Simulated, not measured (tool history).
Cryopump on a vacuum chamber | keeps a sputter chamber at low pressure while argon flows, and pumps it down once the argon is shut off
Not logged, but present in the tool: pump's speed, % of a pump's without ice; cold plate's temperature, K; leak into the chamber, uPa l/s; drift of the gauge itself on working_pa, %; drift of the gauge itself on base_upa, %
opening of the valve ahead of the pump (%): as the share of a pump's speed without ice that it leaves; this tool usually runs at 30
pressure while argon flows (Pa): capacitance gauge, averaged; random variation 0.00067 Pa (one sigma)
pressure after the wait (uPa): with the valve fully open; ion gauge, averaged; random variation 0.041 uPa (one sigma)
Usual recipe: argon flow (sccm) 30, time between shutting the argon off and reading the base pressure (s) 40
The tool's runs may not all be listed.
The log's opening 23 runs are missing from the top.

run     day  argon flow (sccm)  time between shutting the argon off and reading the base pressure (s)  opening of the valve ahead of the pump (%)  hours of work since the pump was warmed up and emptied  hours of work since the cold head was overhauled  hours of work since the chamber's fittings were tightened  pressure while argon flows (Pa)  pressure after the wait (uPa)
     55.883  -- pump warmed up, emptied and cooled again
 24  57.508                 32                                                                     40                                          49                                                      17                                              1037                                                       1332                           0.0735                           2.63
 25  60.208                 32                                                                     40                                          49                                                      44                                              1065                                                       1360                           0.0737                           2.61
 26  62.521                 32                                                                     40                                          49                                                      68                                              1088                                                       1384                           0.0730                           2.67
 27  64.850                 32                                                                     40                                          49                                                      92                                              1112                                                       1408                           0.0744                           2.63
 28  66.354                 32                                                                     40                                          49                                                     108                                              1128                                                       1423                           0.0750                           2.66
 29  68.979                 32                                                                     40                                          49                                                     135                                              1155                                                       1450                           0.0741                           2.79
 30  71.229                 32                                                                     40                                          49                                                     158                                              1178                                                       1473                           0.0745                           2.78
 31  73.671                 30                                                                     48                                          30                                                     183                                              1203                                                       1498                           0.1133                           2.30
 32  75.471                 21                                                                     74                                          52                                                     201                                              1221                                                       1517                           0.0461                           1.73
 33  78.854                 24                                                                    187                                          31                                                     236                                              1256                                                       1552                           0.0879                           0.93
 34  80.967                 36                                                                    165                                          25                                                     258                                              1278                                                       1573                           0.1635                           1.06

Here are 4 independent what-if runs from the current tool condition. What would each one return?
  A  84.038                 31                                                                     58                                          24                                                     289                                              1309                                                       1605                                ?                              ?
  B  84.038                 36                                                                     50                                          24                                                     289                                              1309                                                       1605                                ?                              ?
  C  84.038                 30                                                                     40                                          54                                                     289                                              1309                                                       1605                                ?                              ?
  D  84.038                 38                                                                     57                                          23                                                     289                                              1309                                                       1605                                ?                              ?

run  pressure while argon flows (Pa)  pressure after the wait (uPa)
  A                           0.1458                           2.03
  B                           0.1698                           2.29
  C                           0.0649                           2.72
  D                           0.1870                           2.10
Without the tool's unlogged condition, the same runs would have read:
run  pressure while argon flows (Pa)  pressure after the wait (uPa)
  A                           0.1430                           1.72
  B                           0.1665                           1.98
  C                           0.0622                           2.41
  D                           0.1835                           1.78

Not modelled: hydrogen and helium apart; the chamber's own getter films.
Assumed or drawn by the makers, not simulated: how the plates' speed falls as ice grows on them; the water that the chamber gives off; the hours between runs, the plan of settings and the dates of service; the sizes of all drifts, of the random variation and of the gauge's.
